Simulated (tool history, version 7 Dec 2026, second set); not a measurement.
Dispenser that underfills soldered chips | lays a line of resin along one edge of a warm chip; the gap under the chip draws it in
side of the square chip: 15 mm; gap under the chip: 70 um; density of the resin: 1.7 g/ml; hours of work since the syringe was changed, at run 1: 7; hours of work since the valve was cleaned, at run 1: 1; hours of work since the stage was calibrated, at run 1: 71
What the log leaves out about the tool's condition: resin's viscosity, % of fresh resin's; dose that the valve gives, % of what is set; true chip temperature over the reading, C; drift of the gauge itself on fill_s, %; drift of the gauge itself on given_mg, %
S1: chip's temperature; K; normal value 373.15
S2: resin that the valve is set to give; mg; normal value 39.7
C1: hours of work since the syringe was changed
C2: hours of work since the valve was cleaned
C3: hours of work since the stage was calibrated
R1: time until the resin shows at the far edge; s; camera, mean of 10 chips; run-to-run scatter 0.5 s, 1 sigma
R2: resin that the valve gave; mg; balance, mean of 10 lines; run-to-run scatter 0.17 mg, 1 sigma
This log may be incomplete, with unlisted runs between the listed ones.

run   hour      S1    S2  C1  C2   C3    R1     R2
  1    0.0  373.15  39.7   7   1   71  71.0  39.57
       3.0  -- new syringe of resin
  2    7.7  373.15  39.7   3   5   75  51.4  39.79
  3   16.0  373.15  39.7   8  11   80  78.7  39.53
      17.5  -- new syringe of resin
  4   24.8  373.15  41.1   5  16   86  59.0  40.96
      32.1  -- new syringe of resin
  5   38.6  373.15  41.1   4  24   94  58.1  40.62
      45.7  -- new syringe of resin
  6   51.9  374.15  39.7   4  33  102  55.1  39.32
  7   58.0  374.15  39.7   8  36  106  74.1  39.31
      59.8  -- new syringe of resin
  8   68.5  373.15  39.7   5  43  113  66.3  38.54
      73.7  -- new syringe of resin
  9   79.8  373.15  39.3   4  50  120  57.7  38.16
      88.2  -- new syringe of resin
 10   88.3  373.15  39.3   0  55  125  42.4  38.13
 11   95.4  373.15  39.7   4  59  129  59.7  37.98
     101.8  -- new syringe of resin
 12  102.9  373.15  39.7   1  64  134  45.8  37.98
 13  111.8  373.15  39.7   6  69  139  69.2  37.86
     115.6  -- new syringe of resin
     116.6  -- dispensing valve cleaned and set on the balance
 14  123.7  373.15  39.7   4   4  146  59.8  39.41
     130.7  -- new syringe of resin
 15  134.1  386.15  39.7   2  11  152  29.5  39.18
 16  140.8  376.15  39.7   6  15  157  61.6  39.32
     144.4  -- new syringe of resin
 17  151.0  376.15  39.7   4  21  163  52.3  39.00
     157.9  -- new syringe of resin
 18  161.4  367.15  43.2   2  28  169  66.3  42.28
 19  169.3  367.15  43.2   7  33  174  96.0  42.36
     171.6  -- new syringe of resin
 20  179.2  365.15  41.5   5  39  180  88.3  40.95
     185.6  -- new syringe of resin
 21  189.0  385.15  50.9   2  44  186  30.7  49.47
     199.9  -- new syringe of resin
 22  202.8  370.15  36.6   2  53  194  57.2  35.21
 23  213.1  384.15  36.7   8  59  201  53.1  35.16
     214.6  -- new syringe of resin
 24  225.5  368.15  41.4   7  67  209  90.0  39.56
     228.7  -- new syringe of resin
     233.7  -- dispensing valve cleaned and set on the balance
 25  237.3  373.15  34.9   5   2  215  62.3  34.82
     244.1  -- new syringe of resin
 26  249.1  373.15  34.9   3  10  222  58.2  34.83
     258.6  -- new syringe of resin
 27  258.8  382.15  44.1   0  15  228  29.8  43.80
 28  269.7  372.15  41.2   7  22  235  76.4  40.58
     272.4  -- new syringe of resin
 29  276.6  373.15  41.5   3  26  239  53.8  41.01
 30  282.4  366.15  45.8   6  30  243  97.3  44.92
     287.1  -- new syringe of resin
 31  294.7  366.15  45.8   5  38  250  85.0  44.93
     301.0  -- new syringe of resin
 32  306.2  366.15  45.8   3  45  257  76.2  44.58
 33  313.9  381.15  48.6   8  49  262  58.0  47.35
     315.0  -- new syringe of resin
 34  323.1  373.15  37.8   5  55  268  68.1  36.79

Across each entry between runs, compare the hidden state at the last listed run before it with the hidden state at the first listed run after it:
In the gap between runs 1 and 2: new syringe of resin (hour 3.0)
  resin's viscosity, % of fresh resin's: 171.2 -> 124.6; dose that the valve gives, % of what is set: 100.21 -> 99.91; true chip temperature over the reading, C: -0.88 -> -0.92
  measured minus no-state result, R1: +31.0 -> +11.8 s; R2: +0.08 -> -0.04 mg
In the gap between runs 3 and 4: new syringe of resin (hour 17.5)
  resin's viscosity, % of fresh resin's: 185 -> 141.1; dose that the valve gives, % of what is set: 99.56 -> 99.27; true chip temperature over the reading, C: -0.96 -> -1
  measured minus no-state result, R1: +37.8 -> +19.1 s; R2: -0.18 -> -0.31 mg
In the gap between runs 4 and 5: new syringe of resin (hour 32.1)
  resin's viscosity, % of fresh resin's: 141.1 -> 138; dose that the valve gives, % of what is set: 99.27 -> 98.73; true chip temperature over the reading, C: -1 -> -1.06
  measured minus no-state result, R1: +19.1 -> +18.0 s; R2: -0.31 -> -0.52 mg
In the gap between runs 5 and 6: new syringe of resin (hour 45.7)
  resin's viscosity, % of fresh resin's: 138 -> 136; dose that the valve gives, % of what is set: 98.73 -> 98.23; true chip temperature over the reading, C: -1.06 -> -1.13
  measured minus no-state result, R1: +18.0 -> +16.5 s; R2: -0.52 -> -0.71 mg
In the gap between runs 7 and 8: new syringe of resin (hour 59.8)
  resin's viscosity, % of fresh resin's: 181.5 -> 151.6; dose that the valve gives, % of what is set: 98.01 -> 97.61; true chip temperature over the reading, C: -1.16 -> -1.21
  measured minus no-state result, R1: +35.3 -> +24.9 s; R2: -0.79 -> -0.94 mg
In the gap between runs 8 and 9: new syringe of resin (hour 73.7)
  resin's viscosity, % of fresh resin's: 151.6 -> 134.6; dose that the valve gives, % of what is set: 97.61 -> 97.19; true chip temperature over the reading, C: -1.21 -> -1.27
  measured minus no-state result, R1: +24.9 -> +17.2 s; R2: -0.94 -> -1.10 mg
In the gap between runs 9 and 10: new syringe of resin (hour 88.2)
  resin's viscosity, % of fresh resin's: 134.6 -> 100; dose that the valve gives, % of what is set: 97.19 -> 96.81; true chip temperature over the reading, C: -1.27 -> -1.3
  measured minus no-state result, R1: +17.2 -> +2.5 s; R2: -1.10 -> -1.25 mg
In the gap between runs 11 and 12: new syringe of resin (hour 101.8)
  resin's viscosity, % of fresh resin's: 140.2 -> 105.5; dose that the valve gives, % of what is set: 96.53 -> 96.23; true chip temperature over the reading, C: -1.34 -> -1.38
  measured minus no-state result, R1: +19.6 -> +5.1 s; R2: -1.36 -> -1.49 mg
In the gap between runs 13 and 14: new syringe of resin (hour 115.6); dispensing valve cleaned and set on the balance (hour 116.6)
  resin's viscosity, % of fresh resin's: 161.1 -> 140.8; dose that the valve gives, % of what is set: 95.89 -> 99.37; true chip temperature over the reading, C: -1.42 -> -1.47
  measured minus no-state result, R1: +29.1 -> +19.9 s; R2: -1.63 -> -0.25 mg
In the gap between runs 14 and 15: new syringe of resin (hour 130.7)
  resin's viscosity, % of fresh resin's: 140.8 -> 117.8; dose that the valve gives, % of what is set: 99.37 -> 99.01; true chip temperature over the reading, C: -1.47 -> -1.52
  measured minus no-state result, R1: +19.9 -> +6.0 s; R2: -0.25 -> -0.39 mg
In the gap between runs 16 and 17: new syringe of resin (hour 144.4)
  resin's viscosity, % of fresh resin's: 161.9 -> 137.6; dose that the valve gives, % of what is set: 98.73 -> 98.37; true chip temperature over the reading, C: -1.55 -> -1.61
  measured minus no-state result, R1: +25.9 -> +16.7 s; R2: -0.51 -> -0.64 mg
In the gap between runs 17 and 18: new syringe of resin (hour 157.9)
  resin's viscosity, % of fresh resin's: 137.6 -> 119.7; dose that the valve gives, % of what is set: 98.37 -> 97.98; true chip temperature over the reading, C: -1.61 -> -1.66
  measured minus no-state result, R1: +16.7 -> +14.8 s; R2: -0.64 -> -0.88 mg
In the gap between runs 19 and 20: new syringe of resin (hour 171.6)
  resin's viscosity, % of fresh resin's: 174.5 -> 143.9; dose that the valve gives, % of what is set: 97.66 -> 97.28; true chip temperature over the reading, C: -1.7 -> -1.74
  measured minus no-state result, R1: +45.2 -> +31.6 s; R2: -1.02 -> -1.15 mg
In the gap between runs 20 and 21: new syringe of resin (hour 185.6)
  resin's viscosity, % of fresh resin's: 143.9 -> 116.5; dose that the valve gives, % of what is set: 97.28 -> 96.95; true chip temperature over the reading, C: -1.74 -> -1.79
  measured minus no-state result, R1: +31.6 -> +6.2 s; R2: -1.15 -> -1.55 mg
In the gap between runs 21 and 22: new syringe of resin (hour 199.9)
  resin's viscosity, % of fresh resin's: 116.5 -> 113.6; dose that the valve gives, % of what is set: 96.95 -> 96.4; true chip temperature over the reading, C: -1.79 -> -1.86
  measured minus no-state result, R1: +6.2 -> +11.1 s; R2: -1.55 -> -1.32 mg
In the gap between runs 23 and 24: new syringe of resin (hour 214.6)
  resin's viscosity, % of fresh resin's: 185.5 -> 167.3; dose that the valve gives, % of what is set: 95.98 -> 95.49; true chip temperature over the reading, C: -1.91 -> -1.97
  measured minus no-state result, R1: +27.1 -> +40.8 s; R2: -1.48 -> -1.86 mg
In the gap between runs 24 and 25: new syringe of resin (hour 228.7); dispensing valve cleaned and set on the balance (hour 233.7)
  resin's viscosity, % of fresh resin's: 167.3 -> 141.4; dose that the valve gives, % of what is set: 95.49 -> 99.95; true chip temperature over the reading, C: -1.97 -> -2.03
  measured minus no-state result, R1: +40.8 -> +21.8 s; R2: -1.86 -> -0.02 mg
In the gap between runs 25 and 26: new syringe of resin (hour 244.1)
  resin's viscosity, % of fresh resin's: 141.4 -> 127.7; dose that the valve gives, % of what is set: 99.95 -> 99.53; true chip temperature over the reading, C: -2.03 -> -2.09
  measured minus no-state result, R1: +21.8 -> +16.5 s; R2: -0.02 -> -0.16 mg
In the gap between runs 26 and 27: new syringe of resin (hour 258.6)
  resin's viscosity, % of fresh resin's: 127.7 -> 100.5; dose that the valve gives, % of what is set: 99.53 -> 99.19; true chip temperature over the reading, C: -2.09 -> -2.14
  measured minus no-state result, R1: +16.5 -> +2.6 s; R2: -0.16 -> -0.36 mg
In the gap between runs 28 and 29: new syringe of resin (hour 272.4)
  resin's viscosity, % of fresh resin's: 168.3 -> 122.7; dose that the valve gives, % of what is set: 98.78 -> 98.52; true chip temperature over the reading, C: -2.19 -> -2.22
  measured minus no-state result, R1: +35.3 -> +13.8 s; R2: -0.50 -> -0.62 mg
In the gap between runs 30 and 31: new syringe of resin (hour 287.1)
  resin's viscosity, % of fresh resin's: 162 -> 140.2; dose that the valve gives, % of what is set: 98.29 -> 97.82; true chip temperature over the reading, C: -2.25 -> -2.31
  measured minus no-state result, R1: +42.8 -> +30.2 s; R2: -0.78 -> -1.00 mg
In the gap between runs 31 and 32: new syringe of resin (hour 301.0)
  resin's viscosity, % of fresh resin's: 140.2 -> 127.5; dose that the valve gives, % of what is set: 97.82 -> 97.39; true chip temperature over the reading, C: -2.31 -> -2.37
  measured minus no-state result, R1: +30.2 -> +22.4 s; R2: -1.00 -> -1.19 mg
In the gap between runs 33 and 34: new syringe of resin (hour 315.0)
  resin's viscosity, % of fresh resin's: 184.5 -> 147.7; dose that the valve gives, % of what is set: 97.05 -> 96.69; true chip temperature over the reading, C: -2.41 -> -2.46
  measured minus no-state result, R1: +29.6 -> +26.7 s; R2: -1.44 -> -1.26 mg
